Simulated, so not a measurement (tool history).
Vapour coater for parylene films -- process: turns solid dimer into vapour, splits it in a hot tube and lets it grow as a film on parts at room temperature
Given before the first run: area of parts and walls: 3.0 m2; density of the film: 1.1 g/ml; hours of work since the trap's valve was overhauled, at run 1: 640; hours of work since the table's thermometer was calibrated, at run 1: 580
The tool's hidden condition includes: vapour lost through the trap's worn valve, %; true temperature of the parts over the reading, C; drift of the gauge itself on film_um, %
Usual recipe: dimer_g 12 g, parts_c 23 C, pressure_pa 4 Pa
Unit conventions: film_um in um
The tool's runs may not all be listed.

run     day  dimer_g  parts_c  pressure_pa  hours of work since the trap's valve was overhauled  hours of work since the table's thermometer was calibrated  film_um
  1       0       12       23            4                                                  640                                                         580     2.61
  2   0.846       12       23            4                                                  652                                                         592      2.6
      1.321  -- trap's valve overhauled
  3   1.738       12       23            4                                                    6                                                         603     2.45
  4   2.792       12       23            4                                                   22                                                         619     2.43
  5   3.504       12       23            4                                                   33                                                         630     2.43
  6   4.667       12       23            4                                                   50                                                         647     2.42
  7   5.775       12       23         8.81                                                   66                                                         663     2.24
  8   6.646       12       23            4                                                   79                                                         676     2.42
  9   7.283       12       23            4                                                   89                                                         686     2.42
      8.154  -- trap's valve overhauled, once more
 10   8.671       12       23            4                                                    8                                                         704     2.89
 11   9.392       12       23            4                                                   18                                                         715     2.87
 12  10.083       12       23            4                                                   29                                                         725     2.86
 13  10.975       18       23            4                                                   42                                                         738     4.29
 14  11.496       18       23            4                                                   50                                                         746     4.26
 15  12.329       12       23            4                                                   62                                                         758     2.83
 16  12.971       12       23            4                                                   72                                                         768     2.85
 17  14.112       12       23         5.04                                                   89                                                         785     2.73
 18  15.217       12       23         5.04                                                  105                                                         801     2.75
 19   16.25       12       23         5.04                                                  120                                                         817     2.75
 20  16.979        5       25         6.84                                                  131                                                         828     1.01
 21  17.842       20       21         3.59                                                  144                                                         840     5.22
 22  18.625       14       23            4                                                  156                                                         852     3.31
 23  19.621       14       16         3.26                                                  171                                                         867     4.05
 24   20.75       13       23         4.17                                                  187                                                         884     3.02
 25  21.638       16       23         5.15                                                  201                                                         897      3.6
 26  22.158       11       23         9.11                                                  208                                                         905     2.37
 27  22.775        7       16          2.3                                                  218                                                         914        2
 28  23.488        9       16          2.3                                                  228                                                         924     2.57
 29  24.054       10       26        11.81                                                  237                                                         933     1.82
 30  25.108       12       23         2.64                                                  252                                                         948     2.88
 31  26.229       12       23         2.64                                                  269                                                         965     2.91
 32  27.475        8       33         6.24                                                  287                                                         984     1.11
 33  28.571       13       23         6.42                                                  304                                                        1000     2.85
 34  29.158       21       25         7.34                                                  312                                                        1009     4.12
 35  30.204        8       21          3.8                                                  328                                                        1024     2.03
 36  30.746       11       20         2.52                                                  336                                                        1032     3.07
 37   31.75       12       20        11.93                                                  351                                                        1047     2.84

What differs in the tool's unlogged condition from the final listed run ahead of each entry between runs to the first listed run following it?
From run 2 to run 3: trap's valve overhauled (day 1.321)
  vapour lost through the trap's worn valve, %: 8.3 -> 14.3; true temperature of the parts over the reading, C: -0.44 -> -0.45
  measured less the result without the state, film_um: -0.18 -> -0.35 um
From run 9 to run 10: trap's valve overhauled, once more (day 8.154)
  vapour lost through the trap's worn valve, %: 15.3 -> 0.1
  measured less the result without the state, film_um: -0.37 -> +0.07 um

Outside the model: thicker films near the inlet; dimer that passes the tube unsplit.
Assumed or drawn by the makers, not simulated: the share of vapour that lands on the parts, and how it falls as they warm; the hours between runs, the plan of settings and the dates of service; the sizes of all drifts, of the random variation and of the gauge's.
